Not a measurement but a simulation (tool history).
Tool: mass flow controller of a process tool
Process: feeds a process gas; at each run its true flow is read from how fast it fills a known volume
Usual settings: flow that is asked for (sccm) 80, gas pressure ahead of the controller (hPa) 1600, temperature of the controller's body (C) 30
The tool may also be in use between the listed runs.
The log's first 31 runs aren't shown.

run    hour  flow that is asked for (sccm)  gas pressure ahead of the controller (hPa)  temperature of the controller's body (C)  hours of work since the controller was set to zero  hours of work since the controller was changed  true flow (%)
 32    1998                             30                                        2370                                        28                                                1376                                            1376         100.28
 33  2039.5                             45                                        1550                                        31                                                1400                                            1400         100.95
 34  2110.6                             80                                        1840                                        39                                                1442                                            1442         102.06
 35  2200.1                             80                                        1840                                        39                                                1495                                            1495          102.2
 36  2265.6                            169                                        2360                                        30                                                1534                                            1534         102.48
 37    2305                             54                                        1800                                        24                                                1557                                            1557         100.98
 38    2377                             54                                        1800                                        24                                                1600                                            1600         101.05
 39  2452.1                             34                                        1600                                        31                                                1644                                            1644         101.57
 40  2521.9                             34                                        1600                                        31                                                1685                                            1685         101.72
 41  2598.2                             80                                        1920                                        30                                                1730                                            1730         102.16
 42  2658.2                             99                                        1920                                        30                                                1766                                            1766         102.53

Forecast each of these 3 alternatives for the next run:
  A  2725.5                            102                                        2500                                        30                                                1805                                            1805              ?
  B  2725.5                             80                                        1740                                        30                                                1805                                            1805              ?
  C  2725.5                             70                                        1670                                        21                                                1805                                            1805              ?

run  true flow (%)
  A         102.45
  B         102.58
  C         101.83
Without the tool's hidden state the same runs would have given:
run  true flow (%)
  A          99.19
  B          99.33
  C          98.59

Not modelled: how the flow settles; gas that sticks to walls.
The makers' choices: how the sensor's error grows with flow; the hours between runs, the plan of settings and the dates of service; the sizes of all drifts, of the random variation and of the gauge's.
